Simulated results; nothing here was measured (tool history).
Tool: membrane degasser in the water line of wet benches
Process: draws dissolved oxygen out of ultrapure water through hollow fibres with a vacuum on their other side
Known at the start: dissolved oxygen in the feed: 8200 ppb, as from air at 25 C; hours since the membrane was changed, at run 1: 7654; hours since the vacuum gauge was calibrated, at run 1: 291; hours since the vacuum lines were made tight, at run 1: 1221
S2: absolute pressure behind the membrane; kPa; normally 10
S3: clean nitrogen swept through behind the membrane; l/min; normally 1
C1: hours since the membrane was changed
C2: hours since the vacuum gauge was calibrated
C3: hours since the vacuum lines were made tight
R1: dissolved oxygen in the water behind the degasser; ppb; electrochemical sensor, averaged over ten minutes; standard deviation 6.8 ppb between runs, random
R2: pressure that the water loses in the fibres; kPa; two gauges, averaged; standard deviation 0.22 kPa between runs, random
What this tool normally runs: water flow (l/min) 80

run 1 hour=0 | water_flow_(l/min)=80 S2=10 S3=1 | C1=7654 C2=291 C3=1221 | R1=918.6 R2=59.14
run 2 hour=176.2 | water_flow_(l/min)=80 S2=10 S3=1 | C1=7830 C2=467 C3=1398 | R1=924.9 R2=59.54
run 3 hour=425 | water_flow_(l/min)=80 S2=10 S3=1 | C1=8079 C2=716 C3=1646 | R1=907.8 R2=59.88
run 4 hour=628.6 | water_flow_(l/min)=80 S2=10 S3=1 | C1=8283 C2=920 C3=1850 | R1=922.8 R2=59.92
run 5 hour=904.4 | water_flow_(l/min)=80 S2=10 S3=1.92 | C1=8558 C2=1196 C3=2126 | R1=613.3 R2=59.99
run 6 hour=1046.9 | water_flow_(l/min)=80 S2=10 S3=1.92 | C1=8701 C2=1338 C3=2268 | R1=617.9 R2=60.23
run 7 hour=1248.2 | water_flow_(l/min)=69 S2=10 S3=1.92 | C1=8902 C2=1539 C3=2470 | R1=532.5 R2=52.32
run 8 hour=1474.3 | water_flow_(l/min)=69 S2=10 S3=1.92 | C1=9128 C2=1765 C3=2696 | R1=528.5 R2=51.83
run 9 hour=1638.5 | water_flow_(l/min)=80 S2=10 S3=1 | C1=9293 C2=1930 C3=2860 | R1=940.3 R2=60.98
-- hour=1656.4 vacuum gauge calibrated
run 10 hour=1928 | water_flow_(l/min)=80 S2=10 S3=2.6 | C1=9582 C2=272 C3=3149 | R1=514.7 R2=61.35
run 11 hour=2156.7 | water_flow_(l/min)=80 S2=10 S3=2.6 | C1=9810 C2=500 C3=3378 | R1=517.5 R2=60.8
run 12 hour=2382.7 | water_flow_(l/min)=80 S2=6.4 S3=1 | C1=10036 C2=726 C3=3604 | R1=528.5 R2=61.63
run 13 hour=2508.3 | water_flow_(l/min)=80 S2=6.4 S3=1 | C1=10162 C2=852 C3=3729 | R1=533.8 R2=61.46
run 14 hour=2626.9 | water_flow_(l/min)=78 S2=8.5 S3=2.49 | C1=10280 C2=970 C3=3848 | R1=433 R2=59.9
-- hour=2732.5 vacuum gauge calibrated, once more
run 15 hour=2840.6 | water_flow_(l/min)=80 S2=6.2 S3=0.87 | C1=10494 C2=108 C3=4061 | R1=497.6 R2=62.03
run 16 hour=3087.5 | water_flow_(l/min)=80 S2=7.2 S3=0.72 | C1=10740 C2=355 C3=4308 | R1=701.9 R2=61.7
-- hour=3125.3 seals of the vacuum lines changed
run 17 hour=3302.1 | water_flow_(l/min)=80 S2=7.2 S3=0.72 | C1=10953 C2=568 C3=177 | R1=715.9 R2=61.85
run 18 hour=3562.4 | water_flow_(l/min)=91 S2=19.7 S3=0.59 | C1=11213 C2=828 C3=437 | R1=2701.5 R2=70.72

Alternative continuations, all from the tool just after run 18; predict every row:
run A hour=3727.2 | water_flow_(l/min)=68 S2=16.6 S3=0.43 | C1=11378 C2=993 C3=602 | R1=? R2=?
run B hour=3727.2 | water_flow_(l/min)=78 S2=19.7 S3=1.36 | C1=11378 C2=993 C3=602 | R1=? R2=?
run C hour=3727.2 | water_flow_(l/min)=80 S2=8.1 S3=0.73 | C1=11378 C2=993 C3=602 | R1=? R2=?

run=A R1=2301.9 R2=52.52
run=B R1=1564.4 R2=60.6
run=C R1=832.3 R2=62.47
With no hidden state in the tool, these same runs would have given:
run=A R1=2282 R2=46.2
run=B R1=1532.6 R2=53.29
run=C R1=788.7 R2=54.96
